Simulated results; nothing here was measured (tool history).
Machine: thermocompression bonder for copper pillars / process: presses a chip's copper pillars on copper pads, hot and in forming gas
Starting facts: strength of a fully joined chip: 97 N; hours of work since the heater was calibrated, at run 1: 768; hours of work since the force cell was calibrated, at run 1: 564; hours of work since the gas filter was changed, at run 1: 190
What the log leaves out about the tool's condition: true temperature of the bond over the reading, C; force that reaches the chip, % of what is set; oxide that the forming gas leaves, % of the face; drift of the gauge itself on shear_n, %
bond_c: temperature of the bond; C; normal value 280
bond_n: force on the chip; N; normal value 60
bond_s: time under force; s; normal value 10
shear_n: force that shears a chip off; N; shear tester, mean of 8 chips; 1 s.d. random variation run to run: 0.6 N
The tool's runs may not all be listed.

run    hour  bond_c  bond_n  bond_s  hours of work since the heater was calibrated  hours of work since the force cell was calibrated  hours of work since the gas filter was changed  shear_n
  1       0     280      60      10                                            768                                                564                                             190     62.6
  2      42     280      60      10                                            788                                                584                                             210     62.2
  3    69.6     280      60      10                                            801                                                597                                             223     62.6
  4    98.1     280      60      10                                            814                                                610                                             236     61.5
  5   146.1     280      60      10                                            837                                                633                                             259     62.1
  6   182.9     280      44      10                                            854                                                650                                             276       53
  7   211.6     280      37      10                                            867                                                664                                             289     48.6
  8   260.6     280      60      10                                            890                                                687                                             312     62.3
  9   306.1     280      60      10                                            912                                                708                                             334     61.4
 10   353.3     280      60      10                                            934                                                730                                             356     60.3
 11   400.4     280      60      10                                            956                                                752                                             378     60.9
 12   447.3     280      60      10                                            978                                                774                                             400     61.4
 13   484.1     280      60      10                                            995                                                791                                             417     60.2
 14   508.1     280      60      10                                           1006                                                803                                             428     59.9
 15   530.4     280      60      10                                           1017                                                813                                             439     60.5
 16     557     280      60      10                                           1029                                                826                                             451     61.3
      576.6  -- forming gas filter changed
 17   602.4     280      60      10                                           1050                                                847                                              12       65
 18   655.7     280      60      10                                           1075                                                872                                              37       65
 19   697.6     280      60      10                                           1095                                                891                                              57     64.3
 20   726.1     280      60      10                                           1108                                                905                                              70     65.7
 21   747.9     252      60      22                                           1118                                                915                                              80     60.9
 22   784.7     288      55       8                                           1136                                                932                                              98     63.8
        791  -- force cell calibrated
 23   814.1     304      55       9                                           1149                                                 11                                             111     74.1
 24   850.8     304      55       9                                           1166                                                 28                                             128     74.1
 25   884.5     304      55       9                                           1182                                                 44                                             144     73.4
      893.4  -- force cell calibrated, once more
 26     924     264      42      20                                           1200                                                 14                                             161     55.4
 27   976.4     264      42      20                                           1224                                                 39                                             186     56.9
 28  1020.1     264      42      20                                           1245                                                 59                                             207     55.7
 29  1067.5     265      59      11                                           1267                                                 82                                             229     56.4
     1109.8  -- heater calibrated with a thermocouple chip
 30  1113.4     265      85      15                                              2                                                102                                             249     62.5
 31  1165.3     296      77      21                                             26                                                127                                             274     82.4
 32    1215     254      60      10                                             49                                                150                                             297     41.3
 33    1253     308      60      19                                             67                                                168                                             315     81.8
 34  1275.3     308      62      13                                             78                                                178                                             325     75.5
 35    1310     306      62      10                                             94                                                194                                             342     71.5
 36  1357.9     306      44      19                                            116                                                217                                             364     73.1
 37  1394.2     279      63      11                                            133                                                234                                             381     58.7
 38  1432.1     296      60      27                                            151                                                252                                             399     79.4
 39  1484.8     296      60      27                                            176                                                276                                             423     80.3

Alternative continuations, all from the tool just after run 39; predict every row:
  A  1516.9     309      60       7                                            191                                                291                                             439        ?
  B  1516.9     263      60       7                                            191                                                291                                             439        ?
  C  1516.9     293      60      11                                            191                                                291                                             439        ?
  D  1516.9     292      81      27                                            191                                                291                                             439        ?

run  shear_n
  A     67.5
  B     39.9
  C     63.6
  D     82.5
Take away the tool's hidden state, keep each run's random variation, and the runs would have read:
run  shear_n
  A     71.1
  B     41.5
  C       67
  D     87.9

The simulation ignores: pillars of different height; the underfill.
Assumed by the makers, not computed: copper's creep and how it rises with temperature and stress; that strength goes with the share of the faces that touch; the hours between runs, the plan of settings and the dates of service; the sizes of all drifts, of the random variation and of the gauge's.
